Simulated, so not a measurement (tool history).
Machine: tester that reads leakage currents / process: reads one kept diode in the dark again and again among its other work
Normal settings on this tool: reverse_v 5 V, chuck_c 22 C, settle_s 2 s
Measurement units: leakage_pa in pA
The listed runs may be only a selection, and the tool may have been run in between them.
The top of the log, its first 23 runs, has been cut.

At hour 989.1: chuck's temperature calibrated.
Run 24, hour 1023.9: usual settings but reverse_v 7.88 V, chuck_c 21 C, settle_s 8.13 s. Result: leakage_pa 175.01 pA.
Run 25, hour 1069.3: usual settings but reverse_v 7.88 V, chuck_c 21 C, settle_s 8.98 s. Result: leakage_pa 175.09 pA.
Run 26, hour 1118.8: usual settings but reverse_v 5.85 V, chuck_c 35 C, settle_s 3.57 s. Result: leakage_pa 469.45 pA.
Run 27, hour 1163.9: usual settings but reverse_v 1.98 V, settle_s 0.95 s. Result: leakage_pa 93.29 pA.
Run 28, hour 1198.5: usual settings but reverse_v 2.09 V, chuck_c 23 C. Result: leakage_pa 104.27 pA.
Run 29, hour 1228.8: usual settings but reverse_v 1.41 V, chuck_c 50 C, settle_s 7.77 s. Result: leakage_pa 686.09 pA.
Run 30, hour 1262.7: usual settings but reverse_v 14.07 V, chuck_c 24 C, settle_s 4.21 s. Result: leakage_pa 305.77 pA.
Run 31, hour 1297.5: usual settings but reverse_v 14.07 V, chuck_c 24 C, settle_s 4.21 s. Result: leakage_pa 305.74 pA.
Run 32, hour 1331.8: usual settings but reverse_v 14.07 V, chuck_c 24 C, settle_s 4.21 s. Result: leakage_pa 305.77 pA.
Run 33, hour 1363: usual settings but reverse_v 6.23 V, chuck_c 27 C, settle_s 4.21 s. Result: leakage_pa 254.55 pA.
Run 34, hour 1422.9: usual settings but reverse_v 6.23 V, chuck_c 27 C, settle_s 4.21 s. Result: leakage_pa 254.64 pA.
Run 35, hour 1453.9: usual settings but reverse_v 5.68 V, chuck_c 57 C, settle_s 0.43 s. Result: leakage_pa 2280.53 pA.

3 ways to go on from here, each from the tool as it stands after run 35. What would each give?
Run A, hour 1482.2: usual settings but reverse_v 5.68 V, chuck_c 25 C, settle_s 0.43 s. Result: leakage_pa ?.
Run B, hour 1482.2: usual settings but reverse_v 11.95 V, chuck_c 40 C, settle_s 0.65 s. Result: leakage_pa ?.
Run C, hour 1482.2: usual settings but chuck_c 57 C, settle_s 3.08 s. Result: leakage_pa ?.

run  leakage_pa
  A      210.05
  B      995.11
  C     2126.68
The same runs, with their run-to-run variation unchanged, on a tool lacking any hidden condition would have given:
run  leakage_pa
  A      210.75
  B     1001.35
  C      2143.8

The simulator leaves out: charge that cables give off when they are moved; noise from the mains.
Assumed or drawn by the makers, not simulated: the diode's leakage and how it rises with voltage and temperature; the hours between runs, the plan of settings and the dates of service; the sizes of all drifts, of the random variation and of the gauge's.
